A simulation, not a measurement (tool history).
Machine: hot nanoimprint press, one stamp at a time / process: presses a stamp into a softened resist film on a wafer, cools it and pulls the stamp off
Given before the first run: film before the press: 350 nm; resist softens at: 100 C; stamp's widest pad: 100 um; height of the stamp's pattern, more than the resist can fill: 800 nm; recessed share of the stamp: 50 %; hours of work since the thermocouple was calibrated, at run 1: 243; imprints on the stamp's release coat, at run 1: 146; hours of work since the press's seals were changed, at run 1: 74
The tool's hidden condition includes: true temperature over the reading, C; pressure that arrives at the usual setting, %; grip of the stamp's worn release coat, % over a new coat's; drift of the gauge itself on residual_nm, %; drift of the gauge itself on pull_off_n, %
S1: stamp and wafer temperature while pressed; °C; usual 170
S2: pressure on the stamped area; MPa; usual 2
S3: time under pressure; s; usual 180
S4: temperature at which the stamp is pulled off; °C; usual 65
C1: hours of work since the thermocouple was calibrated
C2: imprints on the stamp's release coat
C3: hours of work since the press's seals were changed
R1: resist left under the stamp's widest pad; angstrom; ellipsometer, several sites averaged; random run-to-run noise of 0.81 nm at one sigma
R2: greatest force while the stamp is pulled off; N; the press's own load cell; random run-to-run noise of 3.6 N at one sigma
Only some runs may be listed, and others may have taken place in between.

run	hour	S1	S2	S3	S4	C1	C2	C3	R1	R2
1	0	170	2	180	65	243	146	74	1502	178
2	11.2	170	2.08	180	65	251	207	83	1461	176
3	19.6	170	2	297	65	258	253	90	1265	176
4	27.4	170	2	297	65	264	296	96	1254	179
5	33.3	165	2	180	65	268	328	100	1824	180
6	45.5	170	2.91	180	65	278	394	110	1250	183
7	57.9	170	2.91	180	65	287	462	119	1251	189
8	70.6	170	2.91	180	65	297	531	129	1257	183
# hour 74.2: plate thermocouple calibrated
9	81.3	170	2.91	180	65	6	574	135	1257	185
10	89.5	170	2.91	180	65	12	618	141	1271	191

For run 11, what comes out?
11	97.4	170	2.91	180	65	18	662	147	?	?

For run 11 the tool returned R1 1256 angstrom, R2 190 N.
On a tool with no hidden condition, and with the same random variation, this run would have come out at R1 1225 angstrom, R2 170 N.
